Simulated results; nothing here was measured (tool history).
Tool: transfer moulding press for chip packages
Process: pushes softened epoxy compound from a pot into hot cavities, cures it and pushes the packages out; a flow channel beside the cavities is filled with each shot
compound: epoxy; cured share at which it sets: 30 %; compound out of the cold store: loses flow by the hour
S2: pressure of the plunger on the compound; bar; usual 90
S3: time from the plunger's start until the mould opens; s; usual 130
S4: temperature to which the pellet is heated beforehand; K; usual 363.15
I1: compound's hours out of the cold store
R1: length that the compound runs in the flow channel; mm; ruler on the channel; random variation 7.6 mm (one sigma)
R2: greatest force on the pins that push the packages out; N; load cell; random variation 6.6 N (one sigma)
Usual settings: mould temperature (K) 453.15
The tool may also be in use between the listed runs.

{"run": 1, "hour": 0.0, "mould temperature (K)": 453.15, "S2": 90, "S3": 130, "S4": 363.15, "I1": 15.5, "R1": 867, "R2": 514}
{"run": 2, "hour": 11.4, "mould temperature (K)": 453.15, "S2": 90, "S3": 130, "S4": 363.15, "I1": 14.8, "R1": 865, "R2": 515}
{"run": 3, "hour": 24.2, "mould temperature (K)": 453.15, "S2": 90, "S3": 130, "S4": 369.15, "I1": 40.5, "R1": 749, "R2": 515}
{"hour": 28.0, "done": "cavities cleaned with cleaning compound and waxed"}
{"run": 4, "hour": 45.8, "mould temperature (K)": 453.15, "S2": 90, "S3": 130, "S4": 355.15, "I1": 31.4, "R1": 789, "R2": 347}
{"run": 5, "hour": 57.1, "mould temperature (K)": 453.15, "S2": 90, "S3": 130, "S4": 355.15, "I1": 13.3, "R1": 864, "R2": 389}
{"run": 6, "hour": 68.9, "mould temperature (K)": 453.15, "S2": 90, "S3": 130, "S4": 355.15, "I1": 45.7, "R1": 749, "R2": 392}
{"run": 7, "hour": 91.2, "mould temperature (K)": 453.15, "S2": 90, "S3": 130, "S4": 368.15, "I1": 38.8, "R1": 763, "R2": 454}
{"run": 8, "hour": 102.0, "mould temperature (K)": 453.15, "S2": 90, "S3": 130, "S4": 368.15, "I1": 46.6, "R1": 728, "R2": 458}
{"run": 9, "hour": 116.7, "mould temperature (K)": 453.15, "S2": 90, "S3": 122, "S4": 363.15, "I1": 14.2, "R1": 852, "R2": 509}
{"run": 10, "hour": 142.8, "mould temperature (K)": 453.15, "S2": 90, "S3": 122, "S4": 363.15, "I1": 32.1, "R1": 783, "R2": 516}
{"hour": 151.8, "done": "cavities cleaned with cleaning compound and waxed"}
{"run": 11, "hour": 155.8, "mould temperature (K)": 453.15, "S2": 90, "S3": 130, "S4": 363.15, "I1": 35.8, "R1": 760, "R2": 280}
{"run": 12, "hour": 181.2, "mould temperature (K)": 453.15, "S2": 90, "S3": 130, "S4": 363.15, "I1": 37.6, "R1": 745, "R2": 377}
{"run": 13, "hour": 193.0, "mould temperature (K)": 453.15, "S2": 90, "S3": 130, "S4": 363.15, "I1": 46, "R1": 734, "R2": 412}
{"run": 14, "hour": 205.3, "mould temperature (K)": 453.15, "S2": 90, "S3": 130, "S4": 363.15, "I1": 33.4, "R1": 757, "R2": 443}
{"run": 15, "hour": 223.4, "mould temperature (K)": 453.15, "S2": 90, "S3": 130, "S4": 363.15, "I1": 18.1, "R1": 825, "R2": 460}
{"run": 16, "hour": 242.2, "mould temperature (K)": 453.15, "S2": 90, "S3": 130, "S4": 363.15, "I1": 9.5, "R1": 841, "R2": 499}
{"run": 17, "hour": 257.7, "mould temperature (K)": 454.15, "S2": 84.2, "S3": 140, "S4": 355.15, "I1": 43.8, "R1": 690, "R2": 490}
{"run": 18, "hour": 270.3, "mould temperature (K)": 454.15, "S2": 84.2, "S3": 140, "S4": 355.15, "I1": 31.3, "R1": 722, "R2": 480}
{"hour": 275.0, "done": "cavities cleaned with cleaning compound and waxed"}
{"run": 19, "hour": 289.5, "mould temperature (K)": 454.15, "S2": 84.2, "S3": 140, "S4": 355.15, "I1": 10.8, "R1": 796, "R2": 326}
{"run": 20, "hour": 312.6, "mould temperature (K)": 454.15, "S2": 90, "S3": 144, "S4": 360.15, "I1": 27.4, "R1": 779, "R2": 407}
{"run": 21, "hour": 334.1, "mould temperature (K)": 453.15, "S2": 76.3, "S3": 144, "S4": 360.15, "I1": 17.6, "R1": 732, "R2": 430}
{"run": 22, "hour": 352.9, "mould temperature (K)": 453.15, "S2": 76.3, "S3": 144, "S4": 360.15, "I1": 11.1, "R1": 753, "R2": 449}
{"hour": 370.7, "done": "plunger's sealing rings changed"}
{"run": 23, "hour": 381.2, "mould temperature (K)": 448.15, "S2": 73.2, "S3": 144, "S4": 366.15, "I1": 18.5, "R1": 807, "R2": 527}
{"hour": 401.6, "done": "cavities cleaned with cleaning compound and waxed"}
{"run": 24, "hour": 405.8, "mould temperature (K)": 458.15, "S2": 90, "S3": 130, "S4": 363.15, "I1": 41.7, "R1": 794, "R2": 276}
{"run": 25, "hour": 419.8, "mould temperature (K)": 448.15, "S2": 85.2, "S3": 151, "S4": 372.15, "I1": 24.2, "R1": 829, "R2": 343}
{"run": 26, "hour": 430.5, "mould temperature (K)": 448.15, "S2": 85.2, "S3": 132, "S4": 372.15, "I1": 42.8, "R1": 775, "R2": 406}
{"run": 27, "hour": 449.0, "mould temperature (K)": 445.15, "S2": 89.7, "S3": 142, "S4": 361.15, "I1": 34.8, "R1": 832, "R2": 503}
{"run": 28, "hour": 473.4, "mould temperature (K)": 445.15, "S2": 89.7, "S3": 142, "S4": 361.15, "I1": 34.9, "R1": 825, "R2": 540}

4 ways to go on from here, each from the tool as it stands after run 28. What would each give?
{"run": "A", "hour": 484.5, "mould temperature (K)": 453.15, "S2": 89.7, "S3": 142, "S4": 371.15, "I1": 18, "R1": "?", "R2": "?"}
{"run": "B", "hour": 484.5, "mould temperature (K)": 445.15, "S2": 89.7, "S3": 142, "S4": 360.15, "I1": 12.9, "R1": "?", "R2": "?"}
{"run": "C", "hour": 484.5, "mould temperature (K)": 453.15, "S2": 101.2, "S3": 124, "S4": 354.15, "I1": 11.5, "R1": "?", "R2": "?"}
{"run": "D", "hour": 484.5, "mould temperature (K)": 445.15, "S2": 89, "S3": 142, "S4": 373.15, "I1": 33.2, "R1": "?", "R2": "?"}

run=A R1=885 R2=459
run=B R1=929 R2=579
run=C R1=960 R2=498
run=D R1=830 R2=555
Without the tool's hidden state the same runs would have given:
run=A R1=906 R2=250
run=B R1=952 R2=325
run=C R1=982 R2=271
run=D R1=850 R2=311
